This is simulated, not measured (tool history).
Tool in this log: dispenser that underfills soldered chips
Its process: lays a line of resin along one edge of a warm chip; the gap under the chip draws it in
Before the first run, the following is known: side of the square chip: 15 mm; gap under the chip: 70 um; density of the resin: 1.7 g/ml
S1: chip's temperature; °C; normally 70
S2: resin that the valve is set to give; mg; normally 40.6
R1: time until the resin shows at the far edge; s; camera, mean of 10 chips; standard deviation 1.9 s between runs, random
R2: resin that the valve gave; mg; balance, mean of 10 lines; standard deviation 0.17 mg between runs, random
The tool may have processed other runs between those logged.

run   hour  S1    S2     R1     R2
  1      0  70  40.6  238.6  37.73
  2    4.3  70  40.6    278   37.7
       7.3  -- new syringe of resin
  3    9.2  70  40.6  196.4  37.82
  4   12.7  70  40.6  219.6  37.62
  5   18.6  70  40.6    269  37.79
  6   21.8  70  40.6  295.7  37.58
      22.7  -- new syringe of resin
  7   29.6  70  40.6  224.2  37.29
  8   32.9  70  40.6  245.2  37.25
      37.9  -- new syringe of resin
  9   37.9  70  40.6  181.5  37.11
 10   44.3  70  40.6  223.9   36.9
 11   49.1  70  40.6  260.7  36.69
      53.1  -- new syringe of resin
 12   53.6  70  40.6  186.3  36.43
 13     57  70  37.9  209.5  34.04
 14   63.1  70  37.9  249.8  34.16
      68.2  -- new syringe of resin
 15   68.5  70  44.2  181.7  39.42
      72.9  -- dispensing valve cleaned and set on the balance
 16   73.5  70  44.2  203.4  44.27
 17   77.4  70  44.2    229  44.16
 18   83.8  62  40.6  441.4   40.4
      84.4  -- new syringe of resin
 19   91.3  62  40.6    336  40.01
 20   97.2  62  45.6  413.8  45.11
      99.6  -- new syringe of resin
 21  101.1  62  41.1  290.3  40.62
 22  104.4  76  36.6    156  35.81
 23  111.1  76  36.6  187.4   35.8
 24  114.2  76  36.6  210.6  35.41
     115.1  -- new syringe of resin
 25  117.8  66  46.9  240.7   45.8
 26  123.2  77  41.5  158.9  40.15
 27  128.1  77  41.5    186  40.16
     130.7  -- new syringe of resin
 28  133.3  59  41.5  365.9  40.06
 29  138.1  57  51.6  465.5  49.73
 30  144.3  83  37.3  145.2  35.96
     146.2  -- new syringe of resin
 31  150.9  62  35.8  336.1  34.25
 32    154  70  45.1  223.5  43.18
 33  157.6  57  35.4  551.9  33.98
     161.8  -- new syringe of resin
 34  164.4  57  35.4  418.8  33.66
 35    169  67  37.9  273.3  35.74

The logged runs with the hidden state left out (each run's random variation unchanged):
What the log doesn't record here: resin's viscosity, % of fresh resin's; dose that the valve gives, % of what is set; true chip temperature over the reading, C; drift of the gauge itself on fill_s, %; drift of the gauge itself on given_mg, %.
run     R1     R2
  1  183.8  40.36
  2  186.5  40.44
  3  184.5  40.68
  4  184.6  40.55
  5  187.5  40.87
  6  185.7  40.73
  7  185.3  40.61
  8  182.8  40.64
  9  183.4  40.61
 10  184.3  40.54
 11    184  40.43
 12  186.9  40.26
 13    187   37.7
 14  183.9  37.99
 15  181.2     44
 16    181  44.26
 17  180.5  44.24
 18  283.5  40.61
 19  280.2   40.4
 20    286  45.72
 21  289.3  41.25
 22    139  36.44
 23  135.1  36.57
 24  137.6  36.24
 25  229.6  46.98
 26  127.1   41.3
 27  127.1  41.42
 28  341.7  41.45
 29  374.5   51.6
 30   94.2  37.45
 31  298.6  35.81
 32  180.8  45.23
 33  395.2  35.68
 34  395.6  35.46
 35  223.2  37.77

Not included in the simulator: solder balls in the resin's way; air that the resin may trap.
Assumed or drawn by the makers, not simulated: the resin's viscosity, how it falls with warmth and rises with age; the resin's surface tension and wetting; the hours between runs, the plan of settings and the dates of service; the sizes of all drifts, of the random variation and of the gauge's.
